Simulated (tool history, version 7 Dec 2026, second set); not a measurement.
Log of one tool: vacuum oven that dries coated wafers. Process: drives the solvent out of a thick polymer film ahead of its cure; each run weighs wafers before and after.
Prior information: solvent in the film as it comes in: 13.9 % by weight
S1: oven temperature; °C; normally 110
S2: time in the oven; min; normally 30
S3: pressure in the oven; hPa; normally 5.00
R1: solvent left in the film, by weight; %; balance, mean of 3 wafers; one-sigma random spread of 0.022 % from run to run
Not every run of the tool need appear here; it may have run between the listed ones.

run	hour	S1	S2	S3	R1
1	0.0	110	30	5.00	1.53
2	52.0	110	30	5.00	1.45
3	78.6	122	30	5.00	0.45
4	110.2	102	30	5.00	2.82
5	164.6	114	30	5.00	1.04
6	219.7	110	40	5.00	0.94
7	246.6	110	30	5.00	1.49
8	296.2	110	30	5.00	1.51
9	321.0	110	30	5.00	1.49
10	346.4	110	37	5.00	1.11
11	391.1	110	34	5.00	1.23
12	414.7	110	34	5.00	1.22
13	451.8	110	34	5.00	1.23
14	477.1	114	30	5.00	1.06
15	524.0	110	30	19.89	2.40
16	553.8	106	30	19.89	3.11
17	584.1	106	30	19.89	3.07
18	607.9	106	30	19.89	3.06
19	660.4	106	30	19.89	3.10
# hour 666.8: oven's thermocouples calibrated
20	712.8	106	30	19.89	3.55
21	766.9	119	30	5.00	0.81
22	792.6	103	30	5.00	3.09
23	839.4	103	30	5.00	3.05
24	880.6	103	30	5.00	3.09
25	903.9	105	51	7.56	1.47
26	940.3	96	24	9.07	5.77
27	967.2	112	24	9.07	2.41
28	1005.7	107	34	9.07	2.19
29	1040.3	107	34	9.07	2.20
30	1076.5	107	34	9.07	2.22
31	1120.3	110	23	2.54	2.52
32	1143.7	110	23	2.54	2.55
33	1186.8	110	23	2.54	2.49
34	1217.3	110	37	3.43	1.26
35	1270.1	110	37	3.43	1.24
36	1323.9	110	37	3.43	1.26
37	1367.8	110	30	19.68	2.78
38	1396.8	100	48	5.42	2.18
39	1429.4	110	30	6.49	1.97
40	1464.5	110	41	5.00	1.20
41	1490.8	108	16	3.79	4.35
42	1523.5	108	16	3.79	4.37
43	1561.2	106	33	18.93	3.23
44	1598.9	106	33	18.93	3.22
45	1646.6	106	33	18.93	3.19
46	1703.0	106	33	18.93	3.16
47	1753.1	99	30	3.06	3.72
48	1780.7	112	30	19.98	2.48

Alternative continuations, all from the tool just after run 48; predict every row:
A	1821.9	121	28	9.01	?
B	1821.9	103	50	12.17	?
C	1821.9	114	27	3.63	?

run	R1
A	0.99
B	2.20
C	1.49
Take away the tool's hidden state, keep each run's random variation, and the runs would have read:
run	R1
A	0.87
B	2.01
C	1.38
